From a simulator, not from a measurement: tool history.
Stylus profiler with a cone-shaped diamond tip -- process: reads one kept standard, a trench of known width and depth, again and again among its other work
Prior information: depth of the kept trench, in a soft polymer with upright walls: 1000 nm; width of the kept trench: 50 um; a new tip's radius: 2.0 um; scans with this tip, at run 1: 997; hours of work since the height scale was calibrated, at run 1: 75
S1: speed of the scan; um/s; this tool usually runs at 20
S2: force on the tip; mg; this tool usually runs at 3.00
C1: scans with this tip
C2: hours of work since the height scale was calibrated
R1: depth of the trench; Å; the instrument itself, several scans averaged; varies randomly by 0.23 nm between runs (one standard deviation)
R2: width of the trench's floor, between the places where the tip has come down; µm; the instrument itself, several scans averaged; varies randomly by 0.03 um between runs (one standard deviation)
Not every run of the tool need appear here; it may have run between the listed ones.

run     day  S1    S2    C1   C2       R1     R2
  1   0.000  20  3.00   997   75  10099.6  46.39
  2   0.458  20  3.00  1113   83  10095.8  46.37
  3   1.138  20  6.46  1282   96  10163.5  46.36
  4   1.871  20  6.46  1466  110  10164.6  46.36
  5   2.550   7  6.46  1636  122  10165.3  46.40
  6   3.371  37  6.46  1842  138  10166.1  46.29
  7   3.962  20  6.58  1991  149  10166.9  46.36
  8   4.483  20  6.58  2121  159  10164.8  46.35
  9   5.096  20  6.58  2274  170  10167.1  46.28
 10   5.900  20  8.58  2476  185  10197.5  46.32
 11   6.604  20  8.58  2653  198  10194.6  46.27
 12   7.208  44  3.00  2804  210  10096.7  46.24
 13   7.642  44  3.00  2912  218  10102.5  46.23
 14   8.283  44  3.00  3074  230  10099.9  46.16
 15   8.967  20  3.00  3245  243  10102.3  46.25
 16   9.562  18  3.00  3395  254  10102.2  46.29
 17  10.096  20  3.00  3528  264  10101.0  46.24
 18  10.696  20  3.00  3679  275  10102.4  46.25
 19  11.375  20  3.00  3849  288  10098.8  46.31
 20  12.088  20  3.35  4028  301  10107.5  46.23
 21  12.767  20  3.35  4197  314  10109.4  46.18
 22  13.512  20  3.35  4385  328  10111.7  46.21
 23  14.233  20  3.35  4566  341  10111.5  46.24
 24  14.867  20  7.03  4724  353  10177.1  46.21
 25  15.250  20  2.73  4820  360  10097.9  46.14
 26  15.771  71  8.15  4950  370  10195.5  46.15
 27  16.312  13  6.13  5086  380  10162.3  46.23
 28  16.654  14  1.07  5172  387  10051.7  46.22
 29  17.133  14  1.07  5292  396  10052.1  46.14
 30  17.588  14  1.07  5406  404  10053.1  46.15
 31  18.212  54  4.24  5562  416  10128.4  46.07
     18.279  -- height scale calibrated on a step standard
 32  18.633  54  4.24  5663    7  10130.3  46.10
 33  19.458   7  1.39  5870   22  10065.9  46.15
 34  19.862  12  6.23  5971   30  10164.1  46.13
 35  20.225  12  6.23  6062   36  10169.7  46.10
 36  21.038  12  6.23  6266   52  10170.1  46.16
 37  21.417  12  6.23  6360   59  10166.7  46.11
 38  21.908  26  5.53  6484   68  10158.8  46.08
     22.271  -- height scale calibrated on a step standard, once more
 39  22.675  26  5.53  6671    8  10145.8  46.13
 40  23.442  13  6.37  6863   22  10158.4  46.09
 41  23.900  13  6.37  6977   31  10161.1  46.09
 42  24.471  13  6.37  7121   41  10164.1  46.12
 43  25.171  13  6.37  7296   54  10163.2  46.04
 44  25.692  27  1.69  7427   64  10065.3  46.05
 45  26.321  27  1.69  7585   76  10070.2  46.07
 46  26.717  21  8.01  7684   83  10187.8  46.03
 47  27.462  27  3.00  7871   97  10096.3  46.06

Take each entry between the runs: how does the hidden state at the last listed run before it differ from the hidden state at the first listed run after it?
Logged between run 31 and run 32: height scale calibrated on a step standard (day 18.279)
  height scale over the true one, %: 0.066 -> 0.079
  measured minus no-state result, R1: +6.8 -> +8.0 Å; R2: -0.35 -> -0.35 µm
Logged between run 38 and run 39: height scale calibrated on a step standard, once more (day 22.271)
  radius of the tip, um: 2.36 -> 2.37; height scale over the true one, %: 0.091 -> 0.014
  measured minus no-state result, R1: +9.2 -> +1.4 Å; R2: -0.39 -> -0.40 µm
